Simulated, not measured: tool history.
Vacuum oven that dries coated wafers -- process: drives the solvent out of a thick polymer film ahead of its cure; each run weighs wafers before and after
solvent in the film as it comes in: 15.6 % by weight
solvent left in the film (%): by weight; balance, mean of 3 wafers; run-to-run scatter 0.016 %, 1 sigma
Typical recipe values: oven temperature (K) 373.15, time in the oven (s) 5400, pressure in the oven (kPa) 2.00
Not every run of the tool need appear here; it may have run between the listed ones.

Run 1, hour 0.0: usual settings. Result: solvent left in the film (%) 1.52.
Run 2, hour 88.2: usual settings. Result: solvent left in the film (%) 1.50.
Run 3, hour 173.3: usual settings. Result: solvent left in the film (%) 1.51.
Run 4, hour 268.5: usual settings. Result: solvent left in the film (%) 1.52.
Run 5, hour 384.6: usual settings but pressure in the oven (kPa) 6.73. Result: solvent left in the film (%) 3.19.
Run 6, hour 494.5: usual settings but pressure in the oven (kPa) 6.73. Result: solvent left in the film (%) 3.22.
Run 7, hour 622.5: usual settings but pressure in the oven (kPa) 6.73. Result: solvent left in the film (%) 3.23.
Run 8, hour 745.3: usual settings but pressure in the oven (kPa) 6.73. Result: solvent left in the film (%) 3.21.
Run 9, hour 868.0: usual settings but pressure in the oven (kPa) 7.16. Result: solvent left in the film (%) 3.34.
Run 10, hour 944.9: usual settings but pressure in the oven (kPa) 4.71. Result: solvent left in the film (%) 2.46.
Run 11, hour 1022.0: usual settings but oven temperature (K) 379.15, pressure in the oven (kPa) 4.71. Result: solvent left in the film (%) 1.78.
Run 12, hour 1149.9: usual settings but oven temperature (K) 360.15, time in the oven (s) 7200, pressure in the oven (kPa) 5.00. Result: solvent left in the film (%) 4.19.
Run 13, hour 1246.8: usual settings but time in the oven (s) 4380, pressure in the oven (kPa) 2.27. Result: solvent left in the film (%) 2.09.
Run 14, hour 1345.1: usual settings but time in the oven (s) 5880, pressure in the oven (kPa) 1.97. Result: solvent left in the film (%) 1.32.
Run 15, hour 1425.9: usual settings but pressure in the oven (kPa) 1.31. Result: solvent left in the film (%) 1.26.
Run 16, hour 1523.0: usual settings but pressure in the oven (kPa) 3.64. Result: solvent left in the film (%) 2.09.
Run 17, hour 1600.9: usual settings but oven temperature (K) 381.15. Result: solvent left in the film (%) 0.83.
Run 18, hour 1710.5: usual settings but oven temperature (K) 382.15, pressure in the oven (kPa) 4.13. Result: solvent left in the film (%) 1.33.
Run 19, hour 1778.0: usual settings but oven temperature (K) 359.15, time in the oven (s) 3180, pressure in the oven (kPa) 2.92. Result: solvent left in the film (%) 6.30.
Run 20, hour 1885.8: usual settings but oven temperature (K) 375.15, time in the oven (s) 2820, pressure in the oven (kPa) 3.49. Result: solvent left in the film (%) 3.66.
At hour 1984.4: oven's thermocouples calibrated.
Run 21, hour 2015.0: usual settings but oven temperature (K) 375.15, time in the oven (s) 2820, pressure in the oven (kPa) 3.49. Result: solvent left in the film (%) 3.65.

What if the next run were any one of these 3? Each begins from the tool's condition after run 21:
Run A, hour 2128.3: usual settings but oven temperature (K) 374.15, time in the oven (s) 6540, pressure in the oven (kPa) 3.49. Result: solvent left in the film (%) ?.
Run B, hour 2128.3: usual settings but time in the oven (s) 3180, pressure in the oven (kPa) 2.26. Result: solvent left in the film (%) ?.
Run C, hour 2128.3: usual settings but oven temperature (K) 375.15, time in the oven (s) 2820, pressure in the oven (kPa) 2.09. Result: solvent left in the film (%) ?.

run  solvent left in the film (%)
  A                          1.64
  B                          3.16
  C                          3.24
Without the tool's hidden state the same runs would have given:
run  solvent left in the film (%)
  A                          1.63
  B                          3.16
  C                          3.24

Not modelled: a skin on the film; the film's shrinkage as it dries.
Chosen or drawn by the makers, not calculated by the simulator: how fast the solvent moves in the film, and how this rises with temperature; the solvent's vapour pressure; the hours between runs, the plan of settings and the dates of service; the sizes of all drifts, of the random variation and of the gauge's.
